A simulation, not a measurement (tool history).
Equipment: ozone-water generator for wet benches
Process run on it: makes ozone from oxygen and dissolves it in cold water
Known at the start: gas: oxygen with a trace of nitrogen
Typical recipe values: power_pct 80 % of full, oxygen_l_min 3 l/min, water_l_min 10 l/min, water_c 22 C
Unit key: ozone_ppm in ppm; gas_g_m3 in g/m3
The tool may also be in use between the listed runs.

run	hour	power_pct	oxygen_l_min	water_l_min	water_c	ozone_ppm	gas_g_m3
1	0	80	3	10	22	20.2	199.1
2	159.1	80	3	10	22	19.9	199.3
3	239.4	80	3	10	22	19.9	197.3
4	357.5	80	3	10	21	20.5	197.6
5	482.9	80	3	10	21	19.9	194.5
6	571.7	80	3	10	21	19.8	195
7	657.8	62	3	10	22	16	158.8
8	803.6	80	3.05	10	22	19.4	192.5
9	958.4	80	3	6	22	28	191
10	1130.7	76	3	6	22	26.5	183
11	1299.1	80	3	9	22	20.5	188.6
12	1406.8	80	3	10	22	18.7	188.1
# hour 1417.5: water thermometer calibrated
13	1541.8	80	3	10	22	18.5	188.9
14	1643	67	3	10	22	15.9	163.9
15	1731.6	67	3	10	22	16	162.8
16	1827.9	40	3	10	22	11	111.1
# hour 1874.1: water thermometer calibrated, once more
17	1956.1	50	3	10	22	12.8	129.9
18	2033.5	50	3	10	22	12.8	129.9
19	2151.4	74	3	10	22	17	173.9
20	2256.5	80	3	10	22	17.9	183
21	2373.5	58	1.85	9	22	14.7	173.3
22	2506.6	80	3	10	14	20.1	181.1
23	2668	80	3	10	14	19.9	180.2
24	2825.6	59	2.54	10	22	13.9	153.1
25	3000	59	2.54	10	22	13.5	152
26	3171.4	80	3	14	16	13.5	176.3
27	3336.3	73	3.46	6	24	22.1	155.6
28	3424.3	58	5.07	12	16	13.4	114.7
29	3584.6	58	5.07	12	16	13.2	112.5
30	3688.3	46	1.7	11	18	9.9	147.9
31	3835.5	52	3.37	9	23	13.2	120.8
32	4003	52	2.27	9	24	12.5	140.2
33	4104.3	52	5.31	9	23	13.1	101.8
34	4259	80	3	10	22	16.1	168.2

Each row is a separate what-if for the run after 34, all from the same tool condition, not one after another. Results?
A	4360.6	80	4.92	10	22	?	?
B	4360.6	80	3	6	21	?	?
C	4360.6	88	3.39	10	22	?	?

run	ozone_ppm	gas_g_m3
A	16.6	139.1
B	24.2	168.9
C	17	169.1
Take away the tool's hidden state, keep each run's random variation, and the runs would have read:
run	ozone_ppm	gas_g_m3
A	24.6	191.5
B	35.3	232.7
C	25.9	238.2
